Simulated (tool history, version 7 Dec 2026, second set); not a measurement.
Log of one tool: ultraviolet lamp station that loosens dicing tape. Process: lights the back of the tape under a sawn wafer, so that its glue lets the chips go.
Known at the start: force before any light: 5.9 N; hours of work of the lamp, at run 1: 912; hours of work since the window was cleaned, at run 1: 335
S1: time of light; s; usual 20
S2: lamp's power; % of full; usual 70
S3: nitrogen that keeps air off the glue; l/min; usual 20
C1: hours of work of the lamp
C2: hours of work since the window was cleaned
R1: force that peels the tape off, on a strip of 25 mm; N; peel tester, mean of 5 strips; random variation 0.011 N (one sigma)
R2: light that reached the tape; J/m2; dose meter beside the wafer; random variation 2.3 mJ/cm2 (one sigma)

Run 1, hour 0: usual settings; C1 912; C2 335. Result: R1 1.031 N, R2 1670 J/m2.
Run 2, hour 30: usual settings; C1 928; C2 351. Result: R1 1.05 N, R2 1610 J/m2.
Run 3, hour 58.9: usual settings; C1 944; C2 367. Result: R1 1.056 N, R2 1630 J/m2.
Run 4, hour 104.1: usual settings but S2 81 % of full; C1 968; C2 391. Result: R1 0.839 N, R2 1830 J/m2.
Run 5, hour 130.6: usual settings but S2 81 % of full; C1 982; C2 406. Result: R1 0.838 N, R2 1850 J/m2.
Run 6, hour 184.1: usual settings but S2 81 % of full; C1 1011; C2 435. Result: R1 0.823 N, R2 1790 J/m2.
Run 7, hour 221.1: usual settings but S2 81 % of full; C1 1031; C2 455. Result: R1 0.897 N, R2 1810 J/m2.
Run 8, hour 284.3: usual settings but S2 81 % of full; C1 1066; C2 489. Result: R1 0.935 N, R2 1770 J/m2.
Run 9, hour 325.3: usual settings but S2 81 % of full; C1 1088; C2 511. Result: R1 0.942 N, R2 1740 J/m2.
Run 10, hour 372.5: usual settings; C1 1114; C2 537. Result: R1 1.223 N, R2 1470 J/m2.
Run 11, hour 406.3: usual settings; C1 1132; C2 555. Result: R1 1.257 N, R2 1440 J/m2.
Run 12, hour 450.8: usual settings but S1 12 s, S3 9 l/min; C1 1156; C2 580. Result: R1 2.935 N, R2 870 J/m2.
Run 13, hour 486.7: usual settings but S1 26 s; C1 1176; C2 599. Result: R1 0.824 N, R2 1840 J/m2.
Run 14, hour 519.2: usual settings but S1 26 s; C1 1193; C2 617. Result: R1 0.854 N, R2 1830 J/m2.
Run 15, hour 559.2: usual settings but S1 13 s, S2 89 % of full, S3 10 l/min; C1 1215; C2 638. Result: R1 2.204 N, R2 1150 J/m2.

The next listed run, before its measurement:
At hour 609.8: window cleaned of glue's vapour.
Run 16, hour 611.6: usual settings but S1 25 s, S3 11 l/min; C1 1243; C2 1. Result: R1 ?, R2 ?.

{"run 16": {"R1": 1.243, "R2": 1810}}
Without the tool's hidden state the same run would have given R1 0.504 N, R2 3010 J/m2.

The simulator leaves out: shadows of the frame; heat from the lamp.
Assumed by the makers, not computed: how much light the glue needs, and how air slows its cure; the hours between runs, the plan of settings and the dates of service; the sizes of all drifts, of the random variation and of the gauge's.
